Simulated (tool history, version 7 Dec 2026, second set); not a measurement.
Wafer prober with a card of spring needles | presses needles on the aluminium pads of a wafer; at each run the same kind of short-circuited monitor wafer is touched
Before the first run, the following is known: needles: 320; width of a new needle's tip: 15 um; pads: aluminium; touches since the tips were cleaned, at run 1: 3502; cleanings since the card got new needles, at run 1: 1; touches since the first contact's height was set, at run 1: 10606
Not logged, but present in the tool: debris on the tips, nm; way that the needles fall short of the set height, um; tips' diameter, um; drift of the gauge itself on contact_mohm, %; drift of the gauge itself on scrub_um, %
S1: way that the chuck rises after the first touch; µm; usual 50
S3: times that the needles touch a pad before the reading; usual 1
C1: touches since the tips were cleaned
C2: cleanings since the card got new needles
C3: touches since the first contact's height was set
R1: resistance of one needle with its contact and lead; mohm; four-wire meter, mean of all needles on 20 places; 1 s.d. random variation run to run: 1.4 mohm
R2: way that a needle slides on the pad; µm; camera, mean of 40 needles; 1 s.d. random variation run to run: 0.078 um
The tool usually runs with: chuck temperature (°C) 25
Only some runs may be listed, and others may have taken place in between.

Run 1, hour 0: usual settings; C1 3502; C2 1; C3 10606. Result: R1 123 mohm, R2 13.27 µm.
At hour 3.6: tips cleaned on abrasive film.
Run 2, hour 4.4: usual settings; C1 588; C2 2; C3 13529. Result: R1 122 mohm, R2 13.22 µm.
At hour 12.6: tips cleaned on abrasive film.
Run 3, hour 13: usual settings; C1 215; C2 3; C3 19231. Result: R1 124 mohm, R2 13.07 µm.
Run 4, hour 18.9: usual settings; C1 4198; C2 3; C3 23214. Result: R1 121 mohm, R2 13.01 µm.
At hour 21.7: tips cleaned on abrasive film.
Run 5, hour 27: usual settings; C1 3616; C2 4; C3 28649. Result: R1 122 mohm, R2 13.19 µm.
At hour 30.6: tips cleaned on abrasive film.
Run 6, hour 33.7: usual settings but S3 3; C1 2104; C2 5; C3 33102. Result: R1 123 mohm, R2 13.14 µm.
At hour 39.2: tips cleaned on abrasive film.
Run 7, hour 39.2: usual settings but S3 3; C1 8; C2 6; C3 36732. Result: R1 124 mohm, R2 13.11 µm.
At hour 47.8: tips cleaned on abrasive film.
Run 8, hour 47.8: usual settings but S3 3; C1 0; C2 7; C3 42479. Result: R1 122 mohm, R2 13.06 µm.
Run 9, hour 53.4: usual settings; C1 3779; C2 7; C3 46258. Result: R1 121 mohm, R2 13.17 µm.
At hour 56.3: tips cleaned on abrasive film.
Run 10, hour 62.6: usual settings but chuck temperature (°C) 83; C1 4243; C2 8; C3 52430. Result: R1 131 mohm, R2 12.94 µm.
At hour 65.1: tips cleaned on abrasive film.
Run 11, hour 70.5: usual settings; C1 3641; C2 9; C3 57708. Result: R1 123 mohm, R2 13.03 µm.
At hour 74.1: tips cleaned on abrasive film.
Run 12, hour 76.2: usual settings; C1 1453; C2 10; C3 61515. Result: R1 123 mohm, R2 13 µm.
At hour 82.9: tips cleaned on abrasive film.
Run 13, hour 83.2: usual settings; C1 156; C2 11; C3 66130. Result: R1 122 mohm, R2 13.07 µm.
At hour 91.7: tips cleaned on abrasive film.
Run 14, hour 92.1: usual settings; C1 253; C2 12; C3 72086. Result: R1 122 mohm, R2 13.07 µm.
Run 15, hour 98.8: usual settings but chuck temperature (°C) 45; C1 4811; C2 12; C3 76644. Result: R1 126 mohm, R2 13.05 µm.
At hour 100.2: tips cleaned on abrasive film.
Run 16, hour 102.7: usual settings but S1 48 µm; C1 1686; C2 13; C3 79218. Result: R1 125 mohm, R2 12.48 µm.
At hour 109: tips cleaned on abrasive film.
Run 17, hour 111.2: usual settings but S1 48 µm, chuck temperature (°C) 106, S3 2; C1 1471; C2 14; C3 84856. Result: R1 136 mohm, R2 12.47 µm.
At hour 118: tips cleaned on abrasive film.
Run 18, hour 118.4: usual settings but S1 54 µm, chuck temperature (°C) 87, S3 2; C1 303; C2 15; C3 89683. Result: R1 132 mohm, R2 14.02 µm.
Run 19, hour 124.9: usual settings but S1 46 µm, chuck temperature (°C) 82; C1 4701; C2 15; C3 94081. Result: R1 131 mohm, R2 11.91 µm.
At hour 127: tips cleaned on abrasive film.
Run 20, hour 131.4: usual settings but S1 36 µm, chuck temperature (°C) 45; C1 2938; C2 16; C3 98375. Result: R1 131 mohm, R2 9.34 µm.
At hour 135.6: tips cleaned on abrasive film.
Run 21, hour 135.6: usual settings but chuck temperature (°C) 115; C1 0; C2 17; C3 101135. Result: R1 136 mohm, R2 12.96 µm.
Run 22, hour 142.9: usual settings but chuck temperature (°C) 115; C1 4913; C2 17; C3 106048. Result: R1 136 mohm, R2 12.9 µm.
At hour 144.7: tips cleaned on abrasive film.
Run 23, hour 148.5: usual settings but S1 37 µm, chuck temperature (°C) 31, S3 3; C1 2579; C2 18; C3 109777. Result: R1 127 mohm, R2 9.57 µm.
At hour 153.2: tips cleaned on abrasive film.
Run 24, hour 154.2: usual settings but S1 41 µm, chuck temperature (°C) 40; C1 679; C2 19; C3 113604. Result: R1 131 mohm, R2 10.53 µm.
At hour 161.9: tips cleaned on abrasive film.
Run 25, hour 163.4: usual settings but S1 41 µm, chuck temperature (°C) 40; C1 1001; C2 20; C3 119730. Result: R1 129 mohm, R2 10.52 µm.
At hour 170.9: tips cleaned on abrasive film.
Run 26, hour 171.7: usual settings but S1 48 µm; C1 570; C2 21; C3 125286. Result: R1 126 mohm, R2 12.38 µm.

What if the next run were any one of these 4? Each begins from the tool's condition after run 26:
Run A, hour 177.9: usual settings but S1 39 µm, chuck temperature (°C) 38; C1 4735; C2 21; C3 129451. Result: R1 ?, R2 ?.
Run B, hour 177.9: usual settings but S1 64 µm; C1 4735; C2 21; C3 129451. Result: R1 ?, R2 ?.
Run C, hour 177.9: usual settings but S1 37 µm, chuck temperature (°C) 34, S3 2; C1 4735; C2 21; C3 129451. Result: R1 ?, R2 ?.
Run D, hour 177.9: usual settings but S1 45 µm, chuck temperature (°C) 82; C1 4735; C2 21; C3 129451. Result: R1 ?, R2 ?.

run   R1     R2
  A  128   9.93
  B  122  16.44
  C  129   9.51
  D  135  11.64
With the hidden condition removed and each run's random variation left untouched, the same runs would have given:
run   R1     R2
  A  128  10.16
  B  122  16.81
  C  129   9.73
  D  134   11.9
